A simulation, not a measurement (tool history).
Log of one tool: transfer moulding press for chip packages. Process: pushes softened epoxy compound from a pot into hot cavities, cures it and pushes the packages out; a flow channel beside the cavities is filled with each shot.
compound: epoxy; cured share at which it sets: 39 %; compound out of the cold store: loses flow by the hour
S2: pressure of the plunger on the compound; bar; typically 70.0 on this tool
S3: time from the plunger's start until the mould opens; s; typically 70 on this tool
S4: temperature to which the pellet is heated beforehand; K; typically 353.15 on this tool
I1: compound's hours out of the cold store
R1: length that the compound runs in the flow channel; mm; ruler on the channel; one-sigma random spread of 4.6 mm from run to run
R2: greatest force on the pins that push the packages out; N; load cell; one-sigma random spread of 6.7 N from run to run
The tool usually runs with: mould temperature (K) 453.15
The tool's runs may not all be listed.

run 1 hour=0.0 | mould_temperature_(K)=453.15 S2=70.0 S3=70 S4=353.15 | I1=12.7 | R1=517 R2=575
-- hour=5.1 cavities cleaned with cleaning compound and waxed
run 2 hour=19.1 | mould_temperature_(K)=453.15 S2=70.0 S3=70 S4=353.15 | I1=24.2 | R1=487 R2=425
run 3 hour=35.6 | mould_temperature_(K)=453.15 S2=70.0 S3=70 S4=353.15 | I1=45.1 | R1=439 R2=454
run 4 hour=49.8 | mould_temperature_(K)=453.15 S2=70.0 S3=70 S4=353.15 | I1=11.9 | R1=515 R2=568
-- hour=64.2 plunger's sealing rings changed
run 5 hour=73.0 | mould_temperature_(K)=453.15 S2=70.0 S3=70 S4=353.15 | I1=23.8 | R1=514 R2=583
-- hour=84.0 cavities cleaned with cleaning compound and waxed
run 6 hour=93.8 | mould_temperature_(K)=453.15 S2=70.0 S3=70 S4=353.15 | I1=12.0 | R1=546 R2=415
run 7 hour=106.7 | mould_temperature_(K)=453.15 S2=70.0 S3=70 S4=353.15 | I1=39.9 | R1=465 R2=438
run 8 hour=132.2 | mould_temperature_(K)=453.15 S2=70.0 S3=70 S4=357.15 | I1=37.3 | R1=477 R2=508
run 9 hour=149.0 | mould_temperature_(K)=453.15 S2=70.0 S3=70 S4=357.15 | I1=34.6 | R1=476 R2=547
-- hour=160.3 cavities cleaned with cleaning compound and waxed
run 10 hour=169.9 | mould_temperature_(K)=453.15 S2=70.0 S3=70 S4=344.15 | I1=24.4 | R1=502 R2=398
run 11 hour=193.6 | mould_temperature_(K)=453.15 S2=70.0 S3=70 S4=353.15 | I1=34.7 | R1=484 R2=499
run 12 hour=220.5 | mould_temperature_(K)=453.15 S2=70.0 S3=70 S4=353.15 | I1=9.4 | R1=533 R2=623
-- hour=236.6 cavities cleaned with cleaning compound and waxed
run 13 hour=245.8 | mould_temperature_(K)=453.15 S2=70.0 S3=70 S4=353.15 | I1=17.7 | R1=510 R2=406
run 14 hour=268.7 | mould_temperature_(K)=445.15 S2=70.0 S3=70 S4=353.15 | I1=40.7 | R1=462 R2=836
run 15 hour=283.6 | mould_temperature_(K)=445.15 S2=70.0 S3=70 S4=353.15 | I1=27.7 | R1=490 R2=952
run 16 hour=304.3 | mould_temperature_(K)=445.15 S2=70.0 S3=70 S4=353.15 | I1=11.0 | R1=536 R2=1098
-- hour=312.9 cavities cleaned with cleaning compound and waxed
run 17 hour=322.9 | mould_temperature_(K)=445.15 S2=69.2 S3=70 S4=353.15 | I1=32.4 | R1=477 R2=681
run 18 hour=344.4 | mould_temperature_(K)=450.15 S2=80.2 S3=77 S4=353.15 | I1=29.7 | R1=511 R2=464
run 19 hour=356.8 | mould_temperature_(K)=450.15 S2=80.2 S3=68 S4=345.15 | I1=30.3 | R1=507 R2=760
run 20 hour=377.2 | mould_temperature_(K)=450.15 S2=80.2 S3=62 S4=345.15 | I1=19.1 | R1=537 R2=1062
-- hour=387.5 plunger's sealing rings changed
-- hour=391.2 cavities cleaned with cleaning compound and waxed
run 21 hour=394.8 | mould_temperature_(K)=450.15 S2=80.2 S3=62 S4=351.15 | I1=26.1 | R1=539 R2=608
run 22 hour=412.1 | mould_temperature_(K)=451.15 S2=70.8 S3=65 S4=362.15 | I1=21.2 | R1=525 R2=639
run 23 hour=426.2 | mould_temperature_(K)=458.15 S2=57.2 S3=70 S4=345.15 | I1=23.3 | R1=461 R2=397
run 24 hour=445.4 | mould_temperature_(K)=449.15 S2=66.0 S3=104 S4=345.15 | I1=24.5 | R1=486 R2=368
-- hour=466.5 cavities cleaned with cleaning compound and waxed
run 25 hour=466.5 | mould_temperature_(K)=449.15 S2=87.9 S3=104 S4=346.15 | I1=24.6 | R1=561 R2=200
-- hour=475.8 mould's thermocouples calibrated
run 26 hour=480.4 | mould_temperature_(K)=453.15 S2=87.1 S3=107 S4=353.15 | I1=42.4 | R1=510 R2=249
run 27 hour=499.2 | mould_temperature_(K)=446.15 S2=75.9 S3=62 S4=353.15 | I1=18.5 | R1=547 R2=1078

Forecast each of these 4 alternatives for the next run:
run A hour=510.8 | mould_temperature_(K)=455.15 S2=75.9 S3=65 S4=349.15 | I1=33.2 | R1=? R2=?
run B hour=510.8 | mould_temperature_(K)=453.15 S2=67.7 S3=70 S4=362.15 | I1=15.3 | R1=? R2=?
run C hour=510.8 | mould_temperature_(K)=449.15 S2=70.0 S3=70 S4=353.15 | I1=15.1 | R1=? R2=?
run D hour=510.8 | mould_temperature_(K)=445.15 S2=73.5 S3=63 S4=353.15 | I1=10.7 | R1=? R2=?

run=A R1=486 R2=530
run=B R1=507 R2=509
run=C R1=533 R2=706
run=D R1=569 R2=1221
What these runs would have given with no unlogged condition in the tool:
run=A R1=495 R2=284
run=B R1=517 R2=277
run=C R1=543 R2=379
run=D R1=579 R2=662
